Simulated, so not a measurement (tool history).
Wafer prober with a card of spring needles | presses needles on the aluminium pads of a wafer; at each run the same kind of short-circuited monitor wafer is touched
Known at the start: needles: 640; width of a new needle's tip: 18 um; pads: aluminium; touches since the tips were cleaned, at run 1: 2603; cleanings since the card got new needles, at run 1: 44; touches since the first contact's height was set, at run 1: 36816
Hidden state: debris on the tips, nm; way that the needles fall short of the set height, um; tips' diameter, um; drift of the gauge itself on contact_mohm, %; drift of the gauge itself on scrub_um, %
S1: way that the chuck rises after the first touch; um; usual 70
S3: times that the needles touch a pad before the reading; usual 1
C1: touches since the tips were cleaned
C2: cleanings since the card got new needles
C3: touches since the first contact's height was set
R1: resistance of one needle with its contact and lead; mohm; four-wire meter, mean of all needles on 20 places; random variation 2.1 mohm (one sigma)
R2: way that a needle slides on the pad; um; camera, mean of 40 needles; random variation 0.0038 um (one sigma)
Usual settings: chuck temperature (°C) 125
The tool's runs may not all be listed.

Run 1, hour 0: usual settings; C1 2603; C2 44; C3 36816. Result: R1 259 mohm, R2 11.805 um.
At hour 10.4: tips cleaned on abrasive film.
Run 2, hour 22: usual settings; C1 7060; C2 45; C3 50080. Result: R1 291 mohm, R2 11.789 um.
At hour 26.2: tips cleaned on abrasive film.
At hour 40.8: tips cleaned on abrasive film.
Run 3, hour 40.8: usual settings; C1 0; C2 47; C3 61310. Result: R1 232 mohm, R2 11.762 um.
Run 4, hour 51.9: usual settings; C1 6696; C2 47; C3 68006. Result: R1 291 mohm, R2 11.766 um.
At hour 56.1: tips cleaned on abrasive film.
At hour 58.9: tips cleaned on abrasive film, once more.
At hour 72.2: height of the first contact set anew.
At hour 74.3: tips cleaned on abrasive film.
Run 5, hour 76.3: usual settings; C1 1226; C2 50; C3 2406. Result: R1 255 mohm, R2 11.834 um.
At hour 90.1: tips cleaned on abrasive film.
Run 6, hour 99.3: usual settings; C1 5521; C2 51; C3 16226. Result: R1 287 mohm, R2 11.818 um.
At hour 105.4: tips cleaned on abrasive film.
At hour 122: tips cleaned on abrasive film.
Run 7, hour 122.5: usual settings; C1 250; C2 53; C3 30129. Result: R1 234 mohm, R2 11.803 um.
At hour 137.6: tips cleaned on abrasive film.
Run 8, hour 146.6: usual settings; C1 5480; C2 54; C3 44685. Result: R1 289 mohm, R2 11.796 um.
At hour 152.2: tips cleaned on abrasive film.
Run 9, hour 162: usual settings; C1 5962; C2 55; C3 53937. Result: R1 289 mohm, R2 11.778 um.
At hour 166.5: tips cleaned on abrasive film.
Run 10, hour 176.8: usual settings but chuck temperature (°C) 28; C1 6196; C2 56; C3 62791. Result: R1 280 mohm, R2 11.779 um.
At hour 181: tips cleaned on abrasive film.
At hour 195.6: tips cleaned on abrasive film.
Run 11, hour 200.8: usual settings but S3 2; C1 3160; C2 58; C3 77217. Result: R1 258 mohm, R2 11.757 um.
At hour 205.9: height of the first contact set anew.
At hour 210.4: tips cleaned on abrasive film.
At hour 226.4: tips cleaned on abrasive film.
Run 12, hour 226.6: usual settings but S3 2; C1 118; C2 60; C3 12391. Result: R1 230 mohm, R2 11.823 um.
Run 13, hour 237.4: usual settings; C1 6644; C2 60; C3 18917. Result: R1 293 mohm, R2 11.816 um.
At hour 241.2: tips cleaned on abrasive film.
At hour 256.1: tips cleaned on abrasive film.
Run 14, hour 256.8: usual settings but S1 54 um, S3 2; C1 457; C2 62; C3 30534. Result: R1 245 mohm, R2 9.101 um.
At hour 271.3: tips cleaned on abrasive film.
Run 15, hour 274: usual settings but S1 54 um, S3 2; C1 1648; C2 63; C3 40900. Result: R1 258 mohm, R2 9.091 um.
At hour 286.6: tips cleaned on abrasive film.
Run 16, hour 295.6: usual settings but S1 54 um, S3 2; C1 5416; C2 64; C3 53873. Result: R1 287 mohm, R2 9.075 um.
At hour 302.1: tips cleaned on abrasive film.
At hour 316.9: tips cleaned on abrasive film.
Run 17, hour 316.9: usual settings but chuck temperature (°C) 33; C1 0; C2 66; C3 66651. Result: R1 215 mohm, R2 11.772 um.
At hour 332.1: tips cleaned on abrasive film.
Run 18, hour 335.8: usual settings but S1 61 um, chuck temperature (°C) 78; C1 2229; C2 67; C3 78029. Result: R1 269 mohm, R2 10.234 um.
At hour 339.9: height of the first contact set anew.
At hour 348.3: tips cleaned on abrasive film.
Run 19, hour 356.7: usual settings but S1 59 um, chuck temperature (°C) 78; C1 5076; C2 68; C3 10089. Result: R1 304 mohm, R2 9.97 um.
At hour 362.7: tips cleaned on abrasive film.
At hour 377.5: tips cleaned on abrasive film.
Run 20, hour 377.5: usual settings but S1 80 um; C1 0; C2 70; C3 22508. Result: R1 225 mohm, R2 13.506 um.
Run 21, hour 389.9: usual settings but S1 80 um; C1 7510; C2 70; C3 30018. Result: R1 278 mohm, R2 13.511 um.
At hour 393: tips cleaned on abrasive film.
At hour 407.8: tips cleaned on abrasive film.
Run 22, hour 412.3: usual settings but chuck temperature (°C) 95, S3 3; C1 2713; C2 72; C3 43460. Result: R1 237 mohm, R2 11.802 um.

Forecast each of these 3 alternatives for the next run:
At hour 423.1: tips cleaned on abrasive film.
Run A, hour 423.6: usual settings; C1 289; C2 73; C3 50224. Result: R1 ?, R2 ?.
At hour 423.1: tips cleaned on abrasive film.
Run B, hour 423.6: usual settings but S1 71 um, chuck temperature (°C) 45, S3 2; C1 289; C2 73; C3 50224. Result: R1 ?, R2 ?.
At hour 423.1: tips cleaned on abrasive film.
Run C, hour 423.6: usual settings but S3 2; C1 289; C2 73; C3 50224. Result: R1 ?, R2 ?.

run   R1      R2
  A  244  11.795
  B  217  11.961
  C  237  11.794
Without the tool's hidden state the same runs would have given:
run   R1      R2
  A  227  11.843
  B  206  12.009
  C  227  11.841

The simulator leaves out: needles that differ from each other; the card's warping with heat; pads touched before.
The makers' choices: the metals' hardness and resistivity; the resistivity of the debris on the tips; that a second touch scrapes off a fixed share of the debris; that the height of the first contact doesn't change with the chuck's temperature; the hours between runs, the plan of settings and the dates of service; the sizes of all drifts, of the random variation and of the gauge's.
